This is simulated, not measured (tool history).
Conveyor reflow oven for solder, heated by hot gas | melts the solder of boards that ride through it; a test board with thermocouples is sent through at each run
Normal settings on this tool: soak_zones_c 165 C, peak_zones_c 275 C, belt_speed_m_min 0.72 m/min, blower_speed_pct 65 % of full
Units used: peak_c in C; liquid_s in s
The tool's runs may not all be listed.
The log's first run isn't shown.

| run | hour | soak_zones_c | peak_zones_c | belt_speed_m_min | blower_speed_pct | peak_c | liquid_s |
|---|---|---|---|---|---|---|---|
| 2 | 34.6 | 165 | 290 | 0.72 | 65 | 255.9 | 47.2 |
| 3 | 52.3 | 165 | 290 | 0.72 | 75 | 260.1 | 50.4 |
| 4 | 69.3 | 165 | 290 | 0.72 | 75 | 260.2 | 50 |
| 5 | 93.3 | 165 | 275 | 0.582 | 65 | 253.2 | 57.7 |
| 6 | 116.6 | 165 | 275 | 0.582 | 65 | 252.7 | 57.8 |
|  | 136.3 | thermocouples of zones 6 and 7 changed |
| 7 | 137.9 | 165 | 275 | 0.582 | 65 | 251.8 | 57.2 |
| 8 | 153.7 | 169 | 275 | 0.72 | 65 | 243.8 | 38.6 |
|  | 180.9 | flux residue cleaned out of gas plates and filters |
| 9 | 180.9 | 169 | 275 | 0.72 | 65 | 247.5 | 42.9 |
| 10 | 199.4 | 169 | 275 | 0.72 | 65 | 247.2 | 42.3 |
| 11 | 219.2 | 165 | 287 | 0.72 | 65 | 255.1 | 47.5 |
| 12 | 252.4 | 165 | 287 | 0.72 | 65 | 254.7 | 47.2 |
| 13 | 268.2 | 165 | 287 | 0.72 | 65 | 255.1 | 47.1 |
| 14 | 289.2 | 165 | 275 | 0.72 | 65 | 245.2 | 40.1 |
| 15 | 324.5 | 165 | 275 | 0.72 | 65 | 244.6 | 39.8 |

Run 16 has not been measured yet. What should we expect?
| 16 | 347.1 | 169 | 275 | 0.72 | 65 | ? | ? |

{"run 16": {"peak_c": 246.3, "liquid_s": 41.3}}
Had the tool carried no hidden state, the very same run would have given peak_c 247.5 C, liquid_s 42.3 s.
